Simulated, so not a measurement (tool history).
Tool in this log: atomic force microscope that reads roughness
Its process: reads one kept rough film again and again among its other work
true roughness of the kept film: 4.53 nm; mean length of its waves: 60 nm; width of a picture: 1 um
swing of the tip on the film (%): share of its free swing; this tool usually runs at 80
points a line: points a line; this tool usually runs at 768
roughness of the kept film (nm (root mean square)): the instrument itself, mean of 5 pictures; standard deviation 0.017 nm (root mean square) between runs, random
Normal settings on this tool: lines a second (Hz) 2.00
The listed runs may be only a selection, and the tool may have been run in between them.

run,hour,lines a second (Hz),swing of the tip on the film (%),points a line,roughness of the kept film (nm (root mean square))
1,0.0,2.00,80,768,4.038
2,6.1,2.00,80,768,4.006
3,13.1,2.00,80,702,3.977
4,22.1,0.95,80,768,4.143
5,29.8,0.95,80,387,4.081
6,40.1,0.95,80,387,4.043
7,47.4,0.95,80,387,4.034
8,58.7,2.26,62,686,4.037
9,70.6,2.96,75,390,3.788
10,82.3,2.00,65,768,3.917
11,94.1,0.55,58,408,4.029
12,100.6,0.55,58,408,4.013

Here are 3 independent what-if runs from the current tool condition. What would each one return?
A,105.9,2.00,67,484,?
B,105.9,2.15,80,495,?
C,105.9,0.94,59,1009,?

run,roughness of the kept film (nm (root mean square))
A,3.882
B,3.762
C,4.012
The same runs, with their run-to-run variation unchanged, on a tool lacking any hidden condition would have given:
run,roughness of the kept film (nm (root mean square))
A,4.262
B,4.129
C,4.403
